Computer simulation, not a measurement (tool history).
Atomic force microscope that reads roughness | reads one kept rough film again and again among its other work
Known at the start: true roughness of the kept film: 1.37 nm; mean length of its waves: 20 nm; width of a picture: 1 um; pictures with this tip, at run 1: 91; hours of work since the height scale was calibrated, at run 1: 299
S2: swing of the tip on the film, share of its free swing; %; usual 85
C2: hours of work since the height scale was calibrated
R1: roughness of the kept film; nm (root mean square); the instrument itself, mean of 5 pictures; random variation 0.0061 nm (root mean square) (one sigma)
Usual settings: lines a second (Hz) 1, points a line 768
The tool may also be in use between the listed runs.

Run 1, hour 0: usual settings; pictures with this tip 91; C2 299. Result: R1 1.039 nm (root mean square).
Run 2, hour 14: usual settings; pictures with this tip 130; C2 310. Result: R1 0.99 nm (root mean square).
Run 3, hour 47.9: usual settings; pictures with this tip 223; C2 337. Result: R1 0.914 nm (root mean square).
At hour 68.5: new tip fitted.
Run 4, hour 71.9: usual settings; pictures with this tip 10; C2 355. Result: R1 1.133 nm (root mean square).
Run 5, hour 87.1: usual settings but S2 84 %; pictures with this tip 52; C2 367. Result: R1 1.091 nm (root mean square).
Run 6, hour 110: usual settings but S2 84 %; pictures with this tip 115; C2 385. Result: R1 1.013 nm (root mean square).
Run 7, hour 144: usual settings but S2 84 %, points a line 775; pictures with this tip 209; C2 412. Result: R1 0.945 nm (root mean square).
Run 8, hour 162: usual settings; pictures with this tip 258; C2 426. Result: R1 0.897 nm (root mean square).
At hour 169.4: new tip fitted.
Run 9, hour 185.5: usual settings; pictures with this tip 44; C2 444. Result: R1 1.079 nm (root mean square).
Run 10, hour 216.9: usual settings; pictures with this tip 131; C2 469. Result: R1 0.99 nm (root mean square).
Run 11, hour 237.1: usual settings; pictures with this tip 186; C2 485. Result: R1 0.941 nm (root mean square).
Run 12, hour 251.8: usual settings; pictures with this tip 227; C2 497. Result: R1 0.921 nm (root mean square).
At hour 270.6: new tip fitted.
Run 13, hour 274.8: usual settings; pictures with this tip 12; C2 514. Result: R1 1.132 nm (root mean square).
Run 14, hour 308.6: usual settings but lines a second (Hz) 2.84; pictures with this tip 105; C2 541. Result: R1 0.876 nm (root mean square).
Run 15, hour 334.1: usual settings; pictures with this tip 175; C2 561. Result: R1 0.955 nm (root mean square).
Run 16, hour 363.5: usual settings; pictures with this tip 256; C2 584. Result: R1 0.89 nm (root mean square).
At hour 372.1: new tip fitted.
Run 17, hour 387.3: usual settings; pictures with this tip 41; C2 603. Result: R1 1.088 nm (root mean square).
Run 18, hour 411.8: usual settings; pictures with this tip 109; C2 622. Result: R1 1.021 nm (root mean square).
Run 19, hour 434.1: usual settings but lines a second (Hz) 3.72, S2 80 %; pictures with this tip 170; C2 640. Result: R1 0.822 nm (root mean square).
Run 20, hour 449.3: usual settings but lines a second (Hz) 2.33, S2 80 %, points a line 535; pictures with this tip 212; C2 652. Result: R1 0.86 nm (root mean square).
Run 21, hour 471: usual settings but lines a second (Hz) 0.55, S2 84 %, points a line 811; pictures with this tip 272; C2 669. Result: R1 0.915 nm (root mean square).
At hour 474: new tip fitted.
Run 22, hour 489.3: usual settings but S2 58 %, points a line 874; pictures with this tip 42; C2 683. Result: R1 1.163 nm (root mean square).
Run 23, hour 516.7: usual settings but S2 58 %, points a line 874; pictures with this tip 117; C2 705. Result: R1 1.092 nm (root mean square).
Run 24, hour 536.2: usual settings but S2 58 %, points a line 874; pictures with this tip 171; C2 720. Result: R1 1.039 nm (root mean square).
Run 25, hour 563.7: usual settings but lines a second (Hz) 2.69, S2 68 %, points a line 396; pictures with this tip 247; C2 742. Result: R1 0.874 nm (root mean square).
At hour 574.8: new tip fitted.
Run 26, hour 594.7: usual settings but lines a second (Hz) 2.69, S2 68 %, points a line 396; pictures with this tip 55; C2 766. Result: R1 1.055 nm (root mean square).
Run 27, hour 610.7: usual settings but lines a second (Hz) 2.69, S2 68 %, points a line 396; pictures with this tip 99; C2 778. Result: R1 1.022 nm (root mean square).
Run 28, hour 625.3: usual settings but S2 81 %; pictures with this tip 139; C2 790. Result: R1 1.002 nm (root mean square).
Run 29, hour 654.4: usual settings but points a line 552; pictures with this tip 219; C2 813. Result: R1 0.911 nm (root mean square).
At hour 675.3: new tip fitted.
Run 30, hour 685.3: usual settings but lines a second (Hz) 1.28, S2 78 %, points a line 713; pictures with this tip 28; C2 837. Result: R1 1.123 nm (root mean square).
Run 31, hour 718.7: usual settings but lines a second (Hz) 1.28, S2 78 %, points a line 713; pictures with this tip 120; C2 863. Result: R1 1.027 nm (root mean square).
Run 32, hour 735.5: usual settings but S2 80 %, points a line 594; pictures with this tip 166; C2 877. Result: R1 0.99 nm (root mean square).
Run 33, hour 765.1: usual settings but lines a second (Hz) 0.95, S2 74 %, points a line 619; pictures with this tip 248; C2 900. Result: R1 0.952 nm (root mean square).
At hour 776.5: new tip fitted.
Run 34, hour 792.6: usual settings but lines a second (Hz) 1.7, S2 75 %, points a line 646; pictures with this tip 44; C2 921. Result: R1 1.087 nm (root mean square).
Run 35, hour 824.5: usual settings but lines a second (Hz) 2.16, S2 65 %; pictures with this tip 132; C2 946. Result: R1 1.018 nm (root mean square).

Forecast each of these 5 alternatives for the next run:
Run A, hour 849.8: usual settings but lines a second (Hz) 1.29, S2 73 %, points a line 477; pictures with this tip 202; C2 966. Result: R1 ?.
Run B, hour 849.8: usual settings but S2 87 %, points a line 618; pictures with this tip 202; C2 966. Result: R1 ?.
Run C, hour 849.8: usual settings but lines a second (Hz) 1.49, S2 80 %, points a line 291; pictures with this tip 202; C2 966. Result: R1 ?.
Run D, hour 849.8: usual settings but lines a second (Hz) 1.19, S2 56 %; pictures with this tip 202; C2 966. Result: R1 ?.
Run E, hour 849.8: usual settings but lines a second (Hz) 1.22, S2 65 %, points a line 623; pictures with this tip 202; C2 966. Result: R1 ?.

run     R1
  A  0.953
  B  0.923
  C  0.898
  D  0.997
  E  0.973
Without the tool's hidden state the same runs would have given:
run     R1
  A   1.17
  B  1.135
  C  1.104
  D  1.225
  E  1.196
